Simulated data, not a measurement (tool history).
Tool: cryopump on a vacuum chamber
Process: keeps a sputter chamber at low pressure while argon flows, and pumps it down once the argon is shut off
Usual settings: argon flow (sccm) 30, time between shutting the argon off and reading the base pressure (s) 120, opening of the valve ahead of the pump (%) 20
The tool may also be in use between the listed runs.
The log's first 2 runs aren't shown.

run,day,argon flow (sccm),time between shutting the argon off and reading the base pressure (s),opening of the valve ahead of the pump (%),pressure while argon flows (Pa),pressure after the wait (uPa)
3,5.533,30,120,20,0.1053,0.46
4,8.288,30,120,20,0.1068,0.54
5,10.854,54,120,20,0.1952,0.57
6,13.138,16,120,20,0.0576,0.56
# day 15.696: pump warmed up, emptied and cooled again
7,16.183,30,120,20,0.1022,0.48
8,18.217,13,120,20,0.0448,0.46
9,21.775,13,120,20,0.0450,0.54
10,26.112,13,120,20,0.0462,0.64
11,28.417,13,120,20,0.0462,0.64
12,31.571,13,120,20,0.0468,0.67
13,35.667,13,120,20,0.0471,0.77
# day 36.862: pump warmed up, emptied and cooled again
14,37.650,13,120,20,0.0449,0.64
15,40.175,13,120,20,0.0447,0.64
16,43.079,13,120,20,0.0450,0.69
17,46.088,30,120,20,0.1037,0.77
18,49.217,30,120,20,0.1061,0.75
19,52.650,30,120,20,0.1084,0.87
20,56.033,30,120,20,0.1094,0.93
# day 58.304: pump warmed up, emptied and cooled again
21,60.554,25,137,52,0.0332,0.72
22,63.925,24,137,22,0.0750,0.85
23,66.367,35,23,23,0.1061,1.31
24,69.375,35,30,19,0.1293,1.22
25,71.308,30,120,19,0.1117,0.99
26,73.854,23,212,20,0.0824,0.98

Forecast run 27:
27,77.438,14,69,48,?,?

Run 27 gave pressure while argon flows (Pa) 0.0230, pressure after the wait (uPa) 1.18.
Without the tool's hidden state the same run would have given pressure while argon flows (Pa) 0.0199, pressure after the wait (uPa) 0.29.
